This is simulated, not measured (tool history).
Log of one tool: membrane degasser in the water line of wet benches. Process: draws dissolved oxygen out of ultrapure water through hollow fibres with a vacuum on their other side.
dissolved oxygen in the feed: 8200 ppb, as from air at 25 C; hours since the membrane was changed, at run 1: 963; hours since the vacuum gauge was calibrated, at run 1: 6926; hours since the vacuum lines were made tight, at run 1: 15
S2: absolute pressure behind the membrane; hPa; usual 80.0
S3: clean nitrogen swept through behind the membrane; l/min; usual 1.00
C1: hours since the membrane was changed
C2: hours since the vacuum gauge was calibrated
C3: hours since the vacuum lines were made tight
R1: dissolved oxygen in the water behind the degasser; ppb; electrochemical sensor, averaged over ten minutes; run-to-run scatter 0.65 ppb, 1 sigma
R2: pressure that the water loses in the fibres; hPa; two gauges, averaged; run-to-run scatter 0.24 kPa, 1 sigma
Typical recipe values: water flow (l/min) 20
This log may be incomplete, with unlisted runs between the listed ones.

Run 1, hour 0.0: usual settings; C1 963; C2 6926; C3 15. Result: R1 216.1 ppb, R2 640.2 hPa.
Run 2, hour 53.8: usual settings; C1 1016; C2 6980; C3 69. Result: R1 216.3 ppb, R2 637.0 hPa.
Run 3, hour 83.5: usual settings; C1 1046; C2 7009; C3 99. Result: R1 215.5 ppb, R2 638.9 hPa.
Run 4, hour 118.4: usual settings; C1 1081; C2 7044; C3 133. Result: R1 217.3 ppb, R2 639.4 hPa.
Run 5, hour 148.5: usual settings; C1 1111; C2 7074; C3 164. Result: R1 216.2 ppb, R2 638.9 hPa.
Run 6, hour 210.7: usual settings; C1 1173; C2 7137; C3 226. Result: R1 216.5 ppb, R2 643.7 hPa.
At hour 215.3: vacuum gauge calibrated.
Run 7, hour 261.2: usual settings but S2 71.9 hPa; C1 1223; C2 46; C3 276. Result: R1 180.9 ppb, R2 636.0 hPa.
Run 8, hour 316.9: usual settings but S2 71.9 hPa; C1 1279; C2 102; C3 331. Result: R1 181.4 ppb, R2 638.8 hPa.
Run 9, hour 346.3: usual settings but S2 71.9 hPa; C1 1308; C2 131; C3 361. Result: R1 181.8 ppb, R2 643.2 hPa.
Run 10, hour 384.8: usual settings but water flow (l/min) 29, S2 177.9 hPa; C1 1347; C2 169; C3 399. Result: R1 838.6 ppb, R2 926.9 hPa.
Run 11, hour 435.8: usual settings but water flow (l/min) 18, S2 177.9 hPa; C1 1398; C2 220; C3 450. Result: R1 559.7 ppb, R2 575.6 hPa.
Run 12, hour 489.8: usual settings but water flow (l/min) 26, S2 67.3 hPa; C1 1452; C2 274; C3 504. Result: R1 209.7 ppb, R2 831.5 hPa.
Run 13, hour 546.1: usual settings but S2 168.7 hPa, S3 0.79 l/min; C1 1508; C2 331; C3 561. Result: R1 701.1 ppb, R2 638.0 hPa.
Run 14, hour 587.6: usual settings but water flow (l/min) 21, S2 101.2 hPa, S3 0.79 l/min; C1 1550; C2 372; C3 602. Result: R1 387.5 ppb, R2 668.5 hPa.
Run 15, hour 648.1: usual settings but water flow (l/min) 21, S2 101.2 hPa, S3 0.79 l/min; C1 1610; C2 433; C3 663. Result: R1 389.1 ppb, R2 672.6 hPa.
Run 16, hour 713.7: usual settings but water flow (l/min) 29, S2 50.4 hPa, S3 0.79 l/min; C1 1676; C2 498; C3 728. Result: R1 157.4 ppb, R2 929.1 hPa.
Run 17, hour 782.0: usual settings but water flow (l/min) 29, S2 170.8 hPa, S3 0.79 l/min; C1 1744; C2 567; C3 797. Result: R1 960.1 ppb, R2 929.4 hPa.
Run 18, hour 810.5: usual settings but water flow (l/min) 29, S2 170.8 hPa, S3 0.79 l/min; C1 1772; C2 595; C3 825. Result: R1 957.4 ppb, R2 927.5 hPa.

Alternative continuations, all from the tool just after run 18; predict every row:
Run A, hour 875.5: usual settings but water flow (l/min) 29, S2 82.2 hPa, S3 0.79 l/min; C1 1838; C2 660; C3 890. Result: R1 ?, R2 ?.
Run B, hour 875.5: usual settings but S2 58.3 hPa, S3 0.48 l/min; C1 1838; C2 660; C3 890. Result: R1 ?, R2 ?.
Run C, hour 875.5: usual settings but water flow (l/min) 24, S2 83.2 hPa; C1 1838; C2 660; C3 890. Result: R1 ?, R2 ?.
Run D, hour 875.5: usual settings but S2 48.7 hPa, S3 0.53 l/min; C1 1838; C2 660; C3 890. Result: R1 ?, R2 ?.

run     R1     R2
  A  383.8  927.1
  B  220.7  640.0
  C  272.4  767.1
  D  133.2  637.1
Take away the tool's hidden state, keep each run's random variation, and the runs would have read:
run     R1     R2
  A  383.6  926.9
  B  220.5  639.9
  C  272.3  766.9
  D  133.1  637.0
